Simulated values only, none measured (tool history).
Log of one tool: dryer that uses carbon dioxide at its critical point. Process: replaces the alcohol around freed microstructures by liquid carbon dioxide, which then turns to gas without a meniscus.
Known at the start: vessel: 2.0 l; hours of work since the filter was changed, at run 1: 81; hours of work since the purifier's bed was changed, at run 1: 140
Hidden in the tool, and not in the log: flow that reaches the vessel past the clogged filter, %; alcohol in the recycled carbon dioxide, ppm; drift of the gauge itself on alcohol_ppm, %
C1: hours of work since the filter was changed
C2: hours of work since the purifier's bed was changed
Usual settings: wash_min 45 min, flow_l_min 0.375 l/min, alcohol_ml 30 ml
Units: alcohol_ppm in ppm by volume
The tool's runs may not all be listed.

run 1 hour=0.0 | wash_min=45 flow_l_min=0.375 alcohol_ml=30 | C1=81 C2=140 | alcohol_ppm=49
run 2 hour=16.9 | wash_min=45 flow_l_min=0.375 alcohol_ml=30 | C1=88 C2=146 | alcohol_ppm=48
run 3 hour=27.0 | wash_min=45 flow_l_min=0.375 alcohol_ml=30 | C1=92 C2=150 | alcohol_ppm=50
run 4 hour=38.7 | wash_min=45 flow_l_min=0.375 alcohol_ml=30 | C1=96 C2=155 | alcohol_ppm=47
run 5 hour=55.7 | wash_min=45 flow_l_min=0.375 alcohol_ml=30 | C1=103 C2=161 | alcohol_ppm=44
run 6 hour=63.7 | wash_min=45 flow_l_min=0.375 alcohol_ml=30 | C1=106 C2=164 | alcohol_ppm=68
run 7 hour=82.4 | wash_min=45 flow_l_min=0.375 alcohol_ml=30 | C1=113 C2=171 | alcohol_ppm=51
run 8 hour=91.9 | wash_min=27 flow_l_min=0.375 alcohol_ml=30 | C1=117 C2=175 | alcohol_ppm=349
run 9 hour=109.3 | wash_min=27 flow_l_min=0.375 alcohol_ml=30 | C1=123 C2=182 | alcohol_ppm=348
run 10 hour=117.9 | wash_min=45 flow_l_min=0.305 alcohol_ml=30 | C1=127 C2=185 | alcohol_ppm=115
run 11 hour=128.9 | wash_min=45 flow_l_min=0.305 alcohol_ml=30 | C1=131 C2=189 | alcohol_ppm=107
run 12 hour=144.1 | wash_min=45 flow_l_min=0.375 alcohol_ml=30 | C1=137 C2=195 | alcohol_ppm=59
run 13 hour=158.8 | wash_min=45 flow_l_min=0.432 alcohol_ml=30 | C1=142 C2=201 | alcohol_ppm=46
run 14 hour=170.4 | wash_min=45 flow_l_min=0.375 alcohol_ml=30 | C1=147 C2=205 | alcohol_ppm=70
run 15 hour=186.2 | wash_min=45 flow_l_min=0.375 alcohol_ml=30 | C1=153 C2=211 | alcohol_ppm=62
run 16 hour=198.2 | wash_min=45 flow_l_min=0.375 alcohol_ml=53 | C1=158 C2=216 | alcohol_ppm=91
run 17 hour=215.9 | wash_min=45 flow_l_min=0.375 alcohol_ml=53 | C1=164 C2=223 | alcohol_ppm=87
run 18 hour=230.5 | wash_min=45 flow_l_min=0.375 alcohol_ml=53 | C1=170 C2=228 | alcohol_ppm=86
run 19 hour=248.9 | wash_min=45 flow_l_min=0.375 alcohol_ml=53 | C1=177 C2=235 | alcohol_ppm=97
run 20 hour=263.4 | wash_min=45 flow_l_min=0.375 alcohol_ml=53 | C1=183 C2=241 | alcohol_ppm=91
run 21 hour=272.3 | wash_min=38 flow_l_min=0.375 alcohol_ml=30 | C1=186 C2=244 | alcohol_ppm=121
run 22 hour=282.9 | wash_min=38 flow_l_min=0.375 alcohol_ml=30 | C1=190 C2=248 | alcohol_ppm=117
run 23 hour=298.3 | wash_min=38 flow_l_min=0.375 alcohol_ml=30 | C1=196 C2=254 | alcohol_ppm=126
run 24 hour=315.4 | wash_min=61 flow_l_min=0.467 alcohol_ml=46 | C1=203 C2=261 | alcohol_ppm=46
run 25 hour=332.7 | wash_min=62 flow_l_min=0.303 alcohol_ml=59 | C1=209 C2=268 | alcohol_ppm=72

Forecast run 26:
run 26 hour=345.1 | wash_min=62 flow_l_min=0.303 alcohol_ml=59 | C1=214 C2=272 | alcohol_ppm=?

{"run 26": {"alcohol_ppm": 74}}
Without the tool's hidden state the same run would have given alcohol_ppm 21 ppm by volume.
